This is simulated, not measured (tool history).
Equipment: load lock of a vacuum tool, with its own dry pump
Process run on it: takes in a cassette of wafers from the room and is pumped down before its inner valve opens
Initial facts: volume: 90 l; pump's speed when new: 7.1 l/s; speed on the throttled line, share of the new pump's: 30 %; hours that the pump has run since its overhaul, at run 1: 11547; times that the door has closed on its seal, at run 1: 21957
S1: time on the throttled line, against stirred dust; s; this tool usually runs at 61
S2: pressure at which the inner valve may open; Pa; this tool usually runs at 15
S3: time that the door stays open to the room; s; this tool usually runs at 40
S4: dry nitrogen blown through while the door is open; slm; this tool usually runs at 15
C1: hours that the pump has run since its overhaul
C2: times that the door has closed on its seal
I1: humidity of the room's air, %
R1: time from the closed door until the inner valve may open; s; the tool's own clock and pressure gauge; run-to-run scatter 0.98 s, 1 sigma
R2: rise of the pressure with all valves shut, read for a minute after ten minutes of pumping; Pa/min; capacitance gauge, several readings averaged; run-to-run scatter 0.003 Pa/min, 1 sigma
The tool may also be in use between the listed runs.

run	day	S1	S2	S3	S4	C1	C2	I1	R1	R2
1	0	61	15	40	15	11547	21957	43.1	174.8	0.116
2	19.838	92	15	40	15	12023	23697	47.8	195.1	0.132
3	40.962	92	15	44	15	12530	25549	47.6	199.6	0.145
4	54.892	92	15	44	15	12865	26771	42.4	194.6	0.151
5	69.65	92	15	44	15	13219	28065	45.6	196.1	0.164
6	91.212	61	13	40	15	13736	29956	44	178.9	0.181
7	106.329	61	15	40	7	14099	31282	45.3	180.1	0.203
8	127.962	61	15	40	15	14618	33179	45	180	0.217
9	145.229	61	15	40	15	15033	34693	42.5	179.5	0.224
10	165.525	61	15	40	15	15520	36473	43.1	182.8	0.243
11	192.792	61	15	40	15	16174	38865	43.9	184.2	0.275
12	213.5	61	15	40	15	16671	40680	46.8	184.8	0.296
13	236.229	61	15	40	15	17217	42674	47.5	184.9	0.315
# day 245.671: door's seal changed, seat wiped
14	258.988	61	15	40	15	17761	1168	46.2	187.6	0.031
15	271.112	61	26	40	15	18052	2232	41.5	178.4	0.024
16	298.583	61	11	40	15	18712	4641	45.7	195.3	0.036
# day 308.554: dry pump taken out, an overhauled one fitted
17	314.796	61	15	40	15	150	6041	43.5	158.4	0.037
18	335.708	61	15	40	15	652	7875	40.1	156.6	0.039
19	355.525	61	15	40	15	1127	9613	48.3	159.4	0.056
20	374.225	61	15	40	15	1576	11253	45.5	159.3	0.061
21	399.758	61	15	43	15	2189	13492	45.1	158.2	0.071
22	415.042	61	15	40	8	2556	14832	45.8	160.2	0.085
23	440.946	61	18	45	17	3177	17104	42.2	157.3	0.089
24	460.975	46	17	45	17	3658	18861	46	149.2	0.108
25	473.838	46	17	45	17	3967	19989	49.1	149.4	0.112
26	501.267	46	17	45	17	4625	22394	44.4	153	0.129
27	517.292	46	17	45	36	5010	23800	44.4	151.4	0.135
28	541.233	46	15	40	21	5584	25899	48.7	153.9	0.154
29	567.971	61	25	40	23	6226	28244	44.5	158.5	0.175
30	595.888	96	15	40	15	6896	30693	43.4	189.3	0.197
31	607.167	96	15	40	15	7167	31682	48.9	190	0.214
32	631.479	96	21	47	15	7750	33814	46.9	184.7	0.233
33	649.929	96	21	47	15	8193	35432	44.5	186	0.249
34	673.925	100	21	33	9	8769	37536	44.8	189.4	0.273
35	697.146	61	25	110	15	9326	39573	47	161.4	0.304
36	711.25	61	20	110	8	9665	40810	43.7	164.8	0.326
37	736.904	114	15	40	6	10280	43060	45.1	207.9	0.331

Across each entry between runs, compare the hidden state at the last listed run before it with the hidden state at the first listed run after it:
Run 13 -> run 14: door's seal changed, seat wiped (day 245.671)
  pump's speed, % of a new pump's: 76.5 -> 75.8; leak at the door's seal, Pa l/s: 0.4486 -> 0.007
  measured result minus the result with no hidden state, R1: +29.7 -> +30.7 s; R2: +0.298 -> +0.003 Pa/min
Run 16 -> run 17: dry pump taken out, an overhauled one fitted (day 308.554)
  pump's speed, % of a new pump's: 74.6 -> 99.4; leak at the door's seal, Pa l/s: 0.0197 -> 0.0269
  measured result minus the result with no hidden state, R1: +34.4 -> +0.8 s; R2: +0.012 -> +0.016 Pa/min
